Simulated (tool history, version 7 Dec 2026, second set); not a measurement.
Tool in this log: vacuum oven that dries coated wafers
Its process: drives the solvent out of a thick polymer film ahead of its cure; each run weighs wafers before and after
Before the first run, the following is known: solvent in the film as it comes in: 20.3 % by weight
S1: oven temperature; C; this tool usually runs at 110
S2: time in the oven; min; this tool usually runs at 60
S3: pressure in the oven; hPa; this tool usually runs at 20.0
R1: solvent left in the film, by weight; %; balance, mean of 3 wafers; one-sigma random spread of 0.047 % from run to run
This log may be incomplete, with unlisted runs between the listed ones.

run 1 hour=0.0 | S1=110 S2=60 S3=20.0 | R1=2.92
run 2 hour=68.9 | S1=110 S2=60 S3=76.5 | R1=6.65
run 3 hour=144.3 | S1=104 S2=60 S3=20.0 | R1=4.28
run 4 hour=237.2 | S1=104 S2=60 S3=20.0 | R1=4.37
run 5 hour=324.0 | S1=104 S2=60 S3=20.0 | R1=4.35
run 6 hour=384.6 | S1=104 S2=60 S3=20.0 | R1=4.37
-- hour=437.9 vacuum gauge cleaned of residue and calibrated
run 7 hour=443.2 | S1=110 S2=55 S3=20.0 | R1=2.57
run 8 hour=506.0 | S1=122 S2=60 S3=20.0 | R1=1.06
run 9 hour=568.2 | S1=122 S2=60 S3=20.0 | R1=1.01
run 10 hour=651.7 | S1=110 S2=60 S3=10.1 | R1=1.69
run 11 hour=749.0 | S1=123 S2=74 S3=78.6 | R1=3.55
run 12 hour=836.2 | S1=122 S2=76 S3=11.5 | R1=0.61
-- hour=875.6 oven's thermocouples calibrated
run 13 hour=933.2 | S1=122 S2=76 S3=11.5 | R1=0.60
run 14 hour=982.6 | S1=122 S2=76 S3=11.5 | R1=0.59
run 15 hour=1032.0 | S1=122 S2=72 S3=79.7 | R1=3.63
run 16 hour=1096.5 | S1=118 S2=60 S3=20.0 | R1=1.29
run 17 hour=1165.4 | S1=118 S2=60 S3=20.0 | R1=1.33
run 18 hour=1259.0 | S1=118 S2=60 S3=20.0 | R1=1.36
run 19 hour=1333.5 | S1=101 S2=38 S3=27.7 | R1=7.13

Each row is a separate what-if for the run after 19, all from the same tool condition, not one after another. Results?
run A hour=1384.0 | S1=107 S2=54 S3=20.0 | R1=?
run B hour=1384.0 | S1=120 S2=89 S3=20.0 | R1=?
run C hour=1384.0 | S1=106 S2=60 S3=20.0 | R1=?

run=A R1=3.26
run=B R1=1.10
run=C R1=3.01
With the hidden condition removed and each run's random variation left untouched, the same runs would have given:
run=A R1=3.14
run=B R1=1.00
run=C R1=2.88
